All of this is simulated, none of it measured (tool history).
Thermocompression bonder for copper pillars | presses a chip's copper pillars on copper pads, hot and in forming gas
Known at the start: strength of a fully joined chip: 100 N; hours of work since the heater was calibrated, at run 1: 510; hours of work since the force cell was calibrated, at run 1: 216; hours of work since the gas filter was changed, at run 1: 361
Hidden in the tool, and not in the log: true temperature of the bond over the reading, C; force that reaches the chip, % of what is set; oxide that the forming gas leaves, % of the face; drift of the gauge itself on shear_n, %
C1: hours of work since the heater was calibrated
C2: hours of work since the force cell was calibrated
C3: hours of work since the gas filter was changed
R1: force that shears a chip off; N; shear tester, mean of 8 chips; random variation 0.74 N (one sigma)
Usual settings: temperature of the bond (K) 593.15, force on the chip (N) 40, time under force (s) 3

{"run": 1, "hour": 0.0, "temperature of the bond (K)": 593.15, "force on the chip (N)": 40, "time under force (s)": 3, "C1": 510, "C2": 216, "C3": 361, "R1": 64.4}
{"hour": 13.9, "done": "forming gas filter changed"}
{"run": 2, "hour": 15.4, "temperature of the bond (K)": 593.15, "force on the chip (N)": 40, "time under force (s)": 3, "C1": 522, "C2": 228, "C3": 1, "R1": 71}
{"run": 3, "hour": 22.5, "temperature of the bond (K)": 593.15, "force on the chip (N)": 40, "time under force (s)": 3, "C1": 528, "C2": 233, "C3": 7, "R1": 69.3}
{"run": 4, "hour": 31.6, "temperature of the bond (K)": 593.15, "force on the chip (N)": 40, "time under force (s)": 3, "C1": 535, "C2": 241, "C3": 14, "R1": 71.8}
{"run": 5, "hour": 38.3, "temperature of the bond (K)": 593.15, "force on the chip (N)": 59, "time under force (s)": 3, "C1": 540, "C2": 246, "C3": 19, "R1": 85.3}
{"run": 6, "hour": 47.0, "temperature of the bond (K)": 593.15, "force on the chip (N)": 40, "time under force (s)": 3, "C1": 547, "C2": 253, "C3": 26, "R1": 71.4}
{"run": 7, "hour": 56.5, "temperature of the bond (K)": 593.15, "force on the chip (N)": 40, "time under force (s)": 3, "C1": 555, "C2": 261, "C3": 34, "R1": 70.2}
{"run": 8, "hour": 63.9, "temperature of the bond (K)": 593.15, "force on the chip (N)": 40, "time under force (s)": 3, "C1": 561, "C2": 267, "C3": 40, "R1": 71.3}
{"run": 9, "hour": 79.4, "temperature of the bond (K)": 593.15, "force on the chip (N)": 38, "time under force (s)": 3, "C1": 573, "C2": 279, "C3": 52, "R1": 68.1}
{"run": 10, "hour": 88.9, "temperature of the bond (K)": 593.15, "force on the chip (N)": 40, "time under force (s)": 2, "C1": 581, "C2": 287, "C3": 60, "R1": 62}
{"run": 11, "hour": 98.3, "temperature of the bond (K)": 593.15, "force on the chip (N)": 40, "time under force (s)": 2, "C1": 588, "C2": 294, "C3": 67, "R1": 62.7}
{"run": 12, "hour": 105.6, "temperature of the bond (K)": 593.15, "force on the chip (N)": 40, "time under force (s)": 5, "C1": 594, "C2": 300, "C3": 73, "R1": 79.9}
{"run": 13, "hour": 116.6, "temperature of the bond (K)": 593.15, "force on the chip (N)": 40, "time under force (s)": 5, "C1": 603, "C2": 309, "C3": 82, "R1": 78.5}
{"run": 14, "hour": 123.1, "temperature of the bond (K)": 593.15, "force on the chip (N)": 40, "time under force (s)": 5, "C1": 608, "C2": 314, "C3": 87, "R1": 79}
{"run": 15, "hour": 136.1, "temperature of the bond (K)": 593.15, "force on the chip (N)": 40, "time under force (s)": 5, "C1": 618, "C2": 324, "C3": 98, "R1": 78.6}
{"hour": 138.7, "done": "force cell calibrated"}
{"run": 16, "hour": 145.6, "temperature of the bond (K)": 593.15, "force on the chip (N)": 31, "time under force (s)": 3, "C1": 625, "C2": 6, "C3": 104, "R1": 59.9}
{"run": 17, "hour": 153.1, "temperature of the bond (K)": 593.15, "force on the chip (N)": 31, "time under force (s)": 3, "C1": 631, "C2": 12, "C3": 110, "R1": 59.8}
{"run": 18, "hour": 163.4, "temperature of the bond (K)": 593.15, "force on the chip (N)": 40, "time under force (s)": 3, "C1": 639, "C2": 20, "C3": 118, "R1": 68.9}
{"hour": 172.7, "done": "force cell calibrated, once more"}
{"run": 19, "hour": 173.4, "temperature of the bond (K)": 612.15, "force on the chip (N)": 26, "time under force (s)": 7, "C1": 646, "C2": 1, "C3": 125, "R1": 76.4}
{"run": 20, "hour": 185.7, "temperature of the bond (K)": 607.15, "force on the chip (N)": 26, "time under force (s)": 2, "C1": 656, "C2": 10, "C3": 135, "R1": 52.4}
{"run": 21, "hour": 198.5, "temperature of the bond (K)": 616.15, "force on the chip (N)": 49, "time under force (s)": 7, "C1": 666, "C2": 21, "C3": 145, "R1": 93.2}
{"run": 22, "hour": 205.1, "temperature of the bond (K)": 616.15, "force on the chip (N)": 29, "time under force (s)": 7, "C1": 671, "C2": 26, "C3": 150, "R1": 80.3}
{"run": 23, "hour": 213.8, "temperature of the bond (K)": 604.15, "force on the chip (N)": 27, "time under force (s)": 2, "C1": 678, "C2": 33, "C3": 157, "R1": 51.7}
{"run": 24, "hour": 227.0, "temperature of the bond (K)": 593.15, "force on the chip (N)": 34, "time under force (s)": 2, "C1": 689, "C2": 43, "C3": 168, "R1": 55.8}
{"run": 25, "hour": 239.2, "temperature of the bond (K)": 568.15, "force on the chip (N)": 40, "time under force (s)": 4, "C1": 698, "C2": 53, "C3": 178, "R1": 61.8}
{"run": 26, "hour": 251.5, "temperature of the bond (K)": 590.15, "force on the chip (N)": 29, "time under force (s)": 4, "C1": 708, "C2": 63, "C3": 188, "R1": 59.7}
{"run": 27, "hour": 260.8, "temperature of the bond (K)": 597.15, "force on the chip (N)": 29, "time under force (s)": 5, "C1": 716, "C2": 70, "C3": 195, "R1": 67.4}
{"run": 28, "hour": 270.5, "temperature of the bond (K)": 622.15, "force on the chip (N)": 29, "time under force (s)": 2, "C1": 723, "C2": 78, "C3": 203, "R1": 61.2}
{"run": 29, "hour": 283.9, "temperature of the bond (K)": 585.15, "force on the chip (N)": 47, "time under force (s)": 2, "C1": 734, "C2": 89, "C3": 213, "R1": 64.8}
{"run": 30, "hour": 296.2, "temperature of the bond (K)": 583.15, "force on the chip (N)": 44, "time under force (s)": 2, "C1": 744, "C2": 99, "C3": 223, "R1": 60.3}
{"run": 31, "hour": 306.5, "temperature of the bond (K)": 583.15, "force on the chip (N)": 44, "time under force (s)": 2, "C1": 752, "C2": 107, "C3": 231, "R1": 61}

Forecast each of these 5 alternatives for the next run:
{"run": "A", "hour": 316.0, "temperature of the bond (K)": 574.15, "force on the chip (N)": 47, "time under force (s)": 3, "C1": 760, "C2": 115, "C3": 239, "R1": "?"}
{"run": "B", "hour": 316.0, "temperature of the bond (K)": 608.15, "force on the chip (N)": 41, "time under force (s)": 2, "C1": 760, "C2": 115, "C3": 239, "R1": "?"}
{"run": "C", "hour": 316.0, "temperature of the bond (K)": 583.15, "force on the chip (N)": 30, "time under force (s)": 3, "C1": 760, "C2": 115, "C3": 239, "R1": "?"}
{"run": "D", "hour": 316.0, "temperature of the bond (K)": 594.15, "force on the chip (N)": 27, "time under force (s)": 3, "C1": 760, "C2": 115, "C3": 239, "R1": "?"}
{"run": "E", "hour": 316.0, "temperature of the bond (K)": 581.15, "force on the chip (N)": 25, "time under force (s)": 2, "C1": 760, "C2": 115, "C3": 239, "R1": "?"}

run=A R1=66.2
run=B R1=67.1
run=C R1=52.2
run=D R1=53.2
run=E R1=38.7
Without the tool's hidden state the same runs would have given:
run=A R1=68.2
run=B R1=69.7
run=C R1=53.3
run=D R1=54.5
run=E R1=39.2
